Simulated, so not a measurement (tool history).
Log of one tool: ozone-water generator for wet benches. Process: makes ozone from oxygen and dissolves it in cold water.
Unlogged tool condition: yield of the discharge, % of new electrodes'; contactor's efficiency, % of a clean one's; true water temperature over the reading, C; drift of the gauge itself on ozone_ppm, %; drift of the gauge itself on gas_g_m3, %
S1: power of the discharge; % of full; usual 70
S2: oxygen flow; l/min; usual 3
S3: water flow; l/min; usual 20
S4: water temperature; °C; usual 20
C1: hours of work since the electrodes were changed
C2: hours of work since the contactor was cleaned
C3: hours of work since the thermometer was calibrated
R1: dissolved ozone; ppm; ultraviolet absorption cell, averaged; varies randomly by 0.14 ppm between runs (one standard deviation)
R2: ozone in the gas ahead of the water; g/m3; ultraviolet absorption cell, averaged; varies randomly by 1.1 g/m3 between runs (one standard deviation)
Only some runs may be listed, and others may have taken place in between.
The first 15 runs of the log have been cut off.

Run 16, hour 2191.9: usual settings but S3 16 l/min; C1 2777; C2 3340; C3 697. Result: R1 19 ppm, R2 197.4 g/m3.
Run 17, hour 2286.2: usual settings but S1 71 % of full, S2 2.62 l/min, S3 16 l/min; C1 2838; C2 3401; C3 758. Result: R1 19.2 ppm, R2 217.2 g/m3.
Run 18, hour 2414: usual settings but S1 55 % of full, S2 2.96 l/min; C1 2921; C2 3484; C3 841. Result: R1 13.7 ppm, R2 174.9 g/m3.
Run 19, hour 2559.8: usual settings but S1 97 % of full, S2 2.96 l/min, S3 13 l/min; C1 3015; C2 3578; C3 936. Result: R1 27 ppm, R2 238.3 g/m3.
At hour 2582.2: contactor cleaned.
Run 20, hour 2726.5: usual settings but S1 42 % of full, S4 14 °C; C1 3121; C2 94; C3 1041. Result: R1 12.1 ppm, R2 147.4 g/m3.
Run 21, hour 2896.7: usual settings but S1 54 % of full, S2 2.35 l/min, S3 17 l/min, S4 17 °C; C1 3231; C2 204; C3 1152. Result: R1 15.8 ppm, R2 199 g/m3.
Run 22, hour 2983.4: usual settings but S2 1.68 l/min, S4 17 °C; C1 3287; C2 260; C3 1208. Result: R1 14.7 ppm, R2 280.2 g/m3.
Run 23, hour 3121.2: usual settings but S2 1.68 l/min, S4 17 °C; C1 3377; C2 350; C3 1297. Result: R1 15 ppm, R2 281.3 g/m3.
Run 24, hour 3244.8: usual settings but S4 15 °C; C1 3457; C2 430; C3 1377. Result: R1 16.5 ppm, R2 194.9 g/m3.
Run 25, hour 3429.4: usual settings but S4 15 °C; C1 3577; C2 550; C3 1497. Result: R1 16.7 ppm, R2 194.9 g/m3.
Run 26, hour 3599.9: usual settings but S4 15 °C; C1 3687; C2 660; C3 1608. Result: R1 16.6 ppm, R2 194.5 g/m3.
Run 27, hour 3710.6: usual settings but S3 19 l/min, S4 17 °C; C1 3759; C2 732; C3 1680. Result: R1 16.9 ppm, R2 191.8 g/m3.
Run 28, hour 3823: usual settings but S1 54 % of full, S3 21 l/min, S4 16 °C; C1 3832; C2 805; C3 1752. Result: R1 13.7 ppm, R2 167.4 g/m3.
Run 29, hour 3960.7: usual settings but S1 54 % of full, S3 21 l/min, S4 16 °C; C1 3921; C2 894; C3 1842. Result: R1 13.3 ppm, R2 167 g/m3.
Run 30, hour 4136.1: usual settings but S1 54 % of full, S2 2.13 l/min, S3 21 l/min, S4 14 °C; C1 4035; C2 1008; C3 1956. Result: R1 13 ppm, R2 206.3 g/m3.
Run 31, hour 4352.5: usual settings but S1 54 % of full, S2 2.13 l/min, S3 13 l/min; C1 4176; C2 1148; C3 2096. Result: R1 19.2 ppm, R2 205.6 g/m3.
Run 32, hour 4500.4: usual settings but S1 56 % of full, S2 4.36 l/min, S3 29 l/min, S4 25 °C; C1 4272; C2 1244; C3 2192. Result: R1 9.6 ppm, R2 133.5 g/m3.

Forecast each of these 3 alternatives for the next run:
Run A, hour 4671: usual settings but S1 61 % of full, S2 2.71 l/min, S4 16 °C; C1 4382; C2 1355; C3 2303. Result: R1 ?, R2 ?.
Run B, hour 4671: usual settings but S1 96 % of full; C1 4382; C2 1355; C3 2303. Result: R1 ?, R2 ?.
Run C, hour 4671: usual settings but S1 56 % of full, S2 2.55 l/min, S3 16 l/min, S4 27 °C; C1 4382; C2 1355; C3 2303. Result: R1 ?, R2 ?.

run    R1     R2
  A  14.9  188.9
  B  18.7  226.1
  C  15.4    186
With the hidden condition removed and each run's random variation left untouched, the same runs would have given:
run    R1     R2
  A  14.9    197
  B  18.7  235.9
  C  15.4  193.9
